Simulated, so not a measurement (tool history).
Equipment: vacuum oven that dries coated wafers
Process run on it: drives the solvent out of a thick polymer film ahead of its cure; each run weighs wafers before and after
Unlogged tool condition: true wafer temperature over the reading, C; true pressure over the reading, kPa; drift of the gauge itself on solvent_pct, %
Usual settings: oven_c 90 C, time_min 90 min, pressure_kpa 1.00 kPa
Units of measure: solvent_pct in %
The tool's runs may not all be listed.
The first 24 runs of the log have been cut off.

run	hour	oven_c	time_min	pressure_kpa	hours of work since the thermocouples were calibrated	hours of work since the vacuum gauge was cleaned of residue	solvent_pct
25	497.8	95	98	1.18	102	873	3.62
26	519.9	95	98	1.18	118	888	3.64
27	538.8	97	90	3.86	131	902	5.12
28	558.5	97	90	3.86	145	916	5.10
29	575.2	77	91	2.70	157	927	12.62
30	600.6	104	157	1.00	175	945	0.75
31	627.5	104	157	1.00	194	964	0.87
32	639.7	90	90	1.91	202	973	6.52

Below are 4 alternative next runs, each starting from the tool's condition after run 32. Predict each:
A	652.7	91	90	1.91	211	982	?
B	652.7	90	56	1.11	211	982	?
C	652.7	88	90	1.00	211	982	?
D	652.7	86	66	2.61	211	982	?

run	solvent_pct
A	6.19
B	8.98
C	6.65
D	10.69
What these runs would have given with no unlogged condition in the tool:
run	solvent_pct
A	5.79
B	8.60
C	6.24
D	10.28
